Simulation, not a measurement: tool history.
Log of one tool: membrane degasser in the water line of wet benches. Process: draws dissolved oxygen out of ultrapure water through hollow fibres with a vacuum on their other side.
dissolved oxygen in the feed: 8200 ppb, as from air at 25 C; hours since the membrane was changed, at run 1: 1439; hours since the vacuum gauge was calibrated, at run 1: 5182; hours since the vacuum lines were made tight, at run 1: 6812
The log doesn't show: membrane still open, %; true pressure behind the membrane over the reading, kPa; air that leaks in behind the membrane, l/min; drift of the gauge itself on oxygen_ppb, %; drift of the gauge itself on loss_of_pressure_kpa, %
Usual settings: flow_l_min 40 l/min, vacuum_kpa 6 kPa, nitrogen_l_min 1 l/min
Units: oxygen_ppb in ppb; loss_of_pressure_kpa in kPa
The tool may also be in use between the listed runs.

| run | hour | flow_l_min | vacuum_kpa | nitrogen_l_min | hours since the membrane was changed | hours since the vacuum gauge was calibrated | hours since the vacuum lines were made tight | oxygen_ppb | loss_of_pressure_kpa |
|---|---|---|---|---|---|---|---|---|---|
| 1 | 0 | 40 | 6 | 1 | 1439 | 5182 | 6812 | 238.2 | 54.17 |
| 2 | 49.7 | 39 | 6 | 1 | 1488 | 5231 | 6861 | 234.7 | 53.25 |
| 3 | 125.8 | 39 | 6 | 1 | 1564 | 5307 | 6937 | 232 | 52.74 |
| 4 | 233.8 | 40 | 6 | 1 | 1672 | 5416 | 7045 | 239.9 | 54.34 |
| 5 | 345 | 40 | 6 | 1.19 | 1784 | 5527 | 7157 | 209.1 | 54.69 |
| 6 | 391.8 | 40 | 6 | 1.19 | 1831 | 5574 | 7203 | 209.8 | 54.36 |
| 7 | 481.5 | 40 | 6 | 1.19 | 1920 | 5663 | 7293 | 207 | 54.23 |
| 8 | 554.4 | 40 | 6 | 0.9 | 1993 | 5736 | 7366 | 256.9 | 54.1 |
| 9 | 640 | 40 | 6 | 0.9 | 2079 | 5822 | 7452 | 261 | 54.59 |
| 10 | 707.5 | 40 | 6 | 0.9 | 2146 | 5889 | 7519 | 259.6 | 54.52 |
| 11 | 756 | 40 | 12.17 | 1 | 2195 | 5938 | 7568 | 686.3 | 54.29 |
| 12 | 809.4 | 40 | 12.17 | 1 | 2248 | 5991 | 7621 | 686.1 | 54.68 |
| 13 | 904.3 | 40 | 12.17 | 1 | 2343 | 6086 | 7716 | 698 | 53.99 |
| 14 | 995.3 | 40 | 12.17 | 1 | 2434 | 6177 | 7807 | 698.7 | 54.47 |
| 15 | 1094.9 | 40 | 12.17 | 1 | 2534 | 6277 | 7907 | 691.6 | 54.3 |
| 16 | 1205.5 | 40 | 12.17 | 1 | 2644 | 6387 | 8017 | 685.2 | 54.22 |
| 17 | 1288.6 | 53 | 6 | 1 | 2727 | 6470 | 8100 | 313.1 | 72.29 |
| 18 | 1364.7 | 40 | 9.14 | 2.23 | 2803 | 6546 | 8176 | 245.8 | 54.66 |
| 19 | 1423.6 | 40 | 9.14 | 2.23 | 2862 | 6605 | 8235 | 248.2 | 54.55 |
|  | 1516.3 | vacuum gauge calibrated |
| 20 | 1535.8 | 40 | 9.14 | 2.23 | 2974 | 19 | 8347 | 240.6 | 54.8 |
| 21 | 1583.9 | 40 | 9.81 | 0.73 | 3022 | 68 | 8395 | 628.4 | 55 |
| 22 | 1660.6 | 53 | 14.63 | 0.69 | 3099 | 144 | 8472 | 1315.5 | 72.39 |
| 23 | 1762.4 | 33 | 14.63 | 2.44 | 3201 | 246 | 8574 | 346.4 | 44.72 |
| 24 | 1865.7 | 46 | 6 | 0.43 | 3304 | 349 | 8677 | 429 | 62.67 |
| 25 | 1942.4 | 40 | 7.48 | 1 | 3381 | 426 | 8754 | 324 | 54.58 |
| 26 | 2034.6 | 54 | 4.15 | 0.98 | 3473 | 518 | 8846 | 107.7 | 73.75 |
| 27 | 2106.4 | 30 | 12.91 | 0.55 | 3545 | 590 | 8918 | 919.8 | 41.3 |
| 28 | 2200.5 | 30 | 12.91 | 0.55 | 3639 | 684 | 9012 | 903.8 | 40.58 |
| 29 | 2307.1 | 38 | 10.78 | 0.45 | 3745 | 791 | 9118 | 957.7 | 52.18 |
| 30 | 2363.1 | 38 | 10.78 | 0.45 | 3801 | 847 | 9174 | 944.3 | 52.21 |
| 31 | 2471.4 | 38 | 10.78 | 0.45 | 3910 | 955 | 9283 | 950.9 | 51.99 |
| 32 | 2522.1 | 38 | 10.78 | 0.45 | 3960 | 1006 | 9333 | 945.3 | 51.91 |

Some steps in oxygen_ppb between neighbouring runs. How much of each would the tool show without its hidden state too (settings, what came in, random variation), and how much is left for the hidden state, with any gauge scatter that isn't in both results?
Run 17 -> 18: flow_l_min 53 -> 40, vacuum_kpa 6 -> 9.14, nitrogen_l_min 1 -> 2.23. oxygen_ppb -67.3 ppb: hidden state -12.8, all else -54.5.
Run 21 -> 22: flow_l_min 40 -> 53, vacuum_kpa 9.81 -> 14.63, nitrogen_l_min 0.73 -> 0.69. oxygen_ppb +687.1 ppb: hidden state -4.8, all else +691.9.
Run 22 -> 23: flow_l_min 53 -> 33, nitrogen_l_min 0.69 -> 2.44. oxygen_ppb -969.1 ppb: hidden state +14.6, all else -983.7.
Run 23 -> 24: flow_l_min 33 -> 46, vacuum_kpa 14.63 -> 6, nitrogen_l_min 2.44 -> 0.43. oxygen_ppb +82.6 ppb: hidden state -14.8, all else +97.4.
Run 26 -> 27: flow_l_min 54 -> 30, vacuum_kpa 4.15 -> 12.91, nitrogen_l_min 0.98 -> 0.55. oxygen_ppb +812.1 ppb: hidden state -2.9, all else +815.
